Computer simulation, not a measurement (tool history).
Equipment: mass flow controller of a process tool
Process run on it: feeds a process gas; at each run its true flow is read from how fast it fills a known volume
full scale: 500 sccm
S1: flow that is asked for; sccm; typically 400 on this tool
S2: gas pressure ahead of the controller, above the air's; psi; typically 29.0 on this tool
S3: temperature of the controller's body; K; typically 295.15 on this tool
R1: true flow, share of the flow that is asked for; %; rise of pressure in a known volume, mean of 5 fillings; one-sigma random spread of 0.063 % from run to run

run	day	S1	S2	S3	R1
1	0.000	400	29.0	295.15	99.71
2	2.179	400	29.0	295.15	99.59
3	5.929	400	29.0	295.15	99.64
4	10.375	400	37.7	295.15	99.41
5	14.371	400	37.7	295.15	99.37
6	17.575	400	37.7	295.15	99.45
7	20.312	400	37.7	295.15	99.43
8	23.621	400	37.7	295.15	99.37
9	26.679	400	37.7	295.15	99.37
10	30.796	400	37.7	295.15	99.30
11	34.388	400	37.7	295.15	99.31
12	39.550	400	37.7	295.15	99.56
13	43.404	400	37.7	295.15	99.45
14	45.850	400	37.7	295.15	99.42
15	49.875	400	37.7	295.15	99.35
16	54.292	400	29.0	295.15	99.67
17	58.371	400	28.0	295.15	99.82
18	63.008	400	21.6	295.15	100.04
19	65.167	400	21.6	295.15	99.92
20	69.346	400	21.6	295.15	99.95
21	71.525	400	21.6	295.15	99.87
22	73.800	52	29.0	295.15	101.43
23	76.133	291	40.5	296.15	98.94
24	79.054	323	29.0	300.15	99.39
25	82.254	400	29.0	301.15	99.56
26	86.142	332	28.9	299.15	99.40
27	90.988	196	29.0	293.15	99.42
28	95.454	400	32.5	294.15	99.66
29	100.129	400	32.5	294.15	99.70
30	104.204	400	29.0	307.15	99.40
31	107.783	400	29.0	307.15	99.44
32	109.867	201	29.4	301.15	99.18
33	113.117	115	25.2	310.15	99.43
34	116.838	98	24.2	308.15	99.90
35	119.200	98	24.2	308.15	99.86
36	124.171	247	35.1	312.15	98.66
37	126.804	61	35.5	312.15	100.80
38	131.162	97	29.4	310.15	99.79
39	135.362	97	29.4	310.15	99.75
40	137.617	62	30.0	309.15	101.26
41	142.483	62	30.0	309.15	101.30

Consider 3 possible next runs. They are alternatives, not a sequence: every one starts from the tool as it was left by run 41. What does each give?
A	147.425	251	28.7	294.15	?
B	147.425	117	30.0	294.15	?
C	147.425	74	29.0	296.15	?

run	R1
A	99.53
B	100.14
C	101.17
Without the tool's unlogged condition, the same runs would have read:
run	R1
A	98.90
B	98.27
C	97.94

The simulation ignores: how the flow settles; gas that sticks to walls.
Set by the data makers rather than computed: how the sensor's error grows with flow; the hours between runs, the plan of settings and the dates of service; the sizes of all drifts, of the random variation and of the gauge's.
